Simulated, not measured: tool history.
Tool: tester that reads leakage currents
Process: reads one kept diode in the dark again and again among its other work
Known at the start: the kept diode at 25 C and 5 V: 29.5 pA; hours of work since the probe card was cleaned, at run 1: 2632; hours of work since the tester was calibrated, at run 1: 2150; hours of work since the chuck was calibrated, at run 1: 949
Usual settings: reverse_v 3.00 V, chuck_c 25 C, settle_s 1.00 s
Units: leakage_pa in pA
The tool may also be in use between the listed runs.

| run | day | reverse_v | chuck_c | settle_s | hours of work since the probe card was cleaned | hours of work since the tester was calibrated | hours of work since the chuck was calibrated | leakage_pa |
|---|---|---|---|---|---|---|---|---|
| 1 | 0.000 | 3.00 | 25 | 1.00 | 2632 | 2150 | 949 | 25.28 |
| 2 | 2.600 | 3.00 | 25 | 1.00 | 2675 | 2193 | 992 | 25.52 |
| 3 | 7.592 | 3.00 | 25 | 1.00 | 2759 | 2277 | 1076 | 25.73 |
| 4 | 11.121 | 3.00 | 25 | 1.00 | 2818 | 2336 | 1135 | 25.84 |
| 5 | 16.258 | 3.00 | 25 | 1.00 | 2904 | 2422 | 1221 | 26.13 |
| 6 | 21.617 | 2.72 | 25 | 1.00 | 2994 | 2512 | 1311 | 24.71 |
| 7 | 24.579 | 2.72 | 25 | 1.00 | 3043 | 2562 | 1361 | 24.88 |
| 8 | 29.446 | 2.72 | 25 | 1.00 | 3125 | 2643 | 1442 | 24.93 |
| 9 | 33.225 | 2.72 | 33 | 1.00 | 3188 | 2706 | 1505 | 46.86 |
| 10 | 36.296 | 2.72 | 33 | 1.00 | 3240 | 2758 | 1557 | 47.37 |
| 11 | 39.717 | 2.72 | 33 | 1.00 | 3297 | 2815 | 1614 | 47.58 |
|  | 42.779 | chuck's temperature calibrated |
|  | 43.338 | probe card cleaned and baked |
| 12 | 43.950 | 2.72 | 33 | 1.00 | 10 | 2883 | 18 | 41.19 |
| 13 | 46.458 | 2.72 | 33 | 1.00 | 52 | 2925 | 60 | 41.34 |
| 14 | 50.162 | 2.72 | 33 | 1.00 | 114 | 2987 | 122 | 41.38 |
| 15 | 54.762 | 2.72 | 33 | 1.00 | 191 | 3064 | 199 | 41.66 |
| 16 | 59.950 | 1.02 | 25 | 0.56 | 278 | 3151 | 286 | 12.19 |
| 17 | 63.258 | 1.02 | 25 | 0.56 | 334 | 3206 | 341 | 12.35 |
| 18 | 67.617 | 1.60 | 38 | 4.37 | 407 | 3279 | 414 | 47.36 |
| 19 | 72.950 | 2.36 | 54 | 1.04 | 496 | 3368 | 503 | 202.13 |
| 20 | 78.254 | 2.36 | 54 | 1.04 | 585 | 3457 | 592 | 204.05 |
| 21 | 80.688 | 3.00 | 35 | 1.00 | 626 | 3498 | 633 | 53.83 |
| 22 | 85.338 | 7.16 | 49 | 1.00 | 704 | 3576 | 711 | 263.25 |
| 23 | 89.967 | 3.00 | 33 | 1.00 | 781 | 3654 | 789 | 46.01 |
| 24 | 92.592 | 3.00 | 33 | 1.00 | 825 | 3698 | 833 | 46.36 |
|  | 95.604 | tester calibrated |
| 25 | 96.896 | 2.42 | 54 | 1.00 | 896 | 22 | 903 | 212.73 |
| 26 | 101.421 | 3.85 | 25 | 5.66 | 972 | 97 | 979 | 28.10 |
| 27 | 106.667 | 11.60 | 25 | 5.66 | 1060 | 185 | 1067 | 54.48 |
| 28 | 110.571 | 19.47 | 23 | 1.69 | 1125 | 251 | 1132 | 63.96 |
| 29 | 113.646 | 19.94 | 28 | 1.00 | 1177 | 302 | 1184 | 97.46 |

Forecast each of these 5 alternatives for the next run:
| A | 118.792 | 1.84 | 46 | 1.00 | 1263 | 389 | 1270 | ? |
| B | 118.792 | 19.94 | 44 | 1.00 | 1263 | 389 | 1270 | ? |
| C | 118.792 | 4.84 | 28 | 1.00 | 1263 | 389 | 1270 | ? |
| D | 118.792 | 1.36 | 22 | 1.00 | 1263 | 389 | 1270 | ? |
| E | 118.792 | 19.94 | 55 | 1.00 | 1263 | 389 | 1270 | ? |

| run | leakage_pa |
|---|---|
| A | 102.35 |
| B | 341.44 |
| C | 42.65 |
| D | 12.36 |
| E | 770.28 |
Without the tool's hidden state the same runs would have given:
| run | leakage_pa |
|---|---|
| A | 95.39 |
| B | 313.35 |
| C | 38.07 |
| D | 11.02 |
| E | 718.39 |
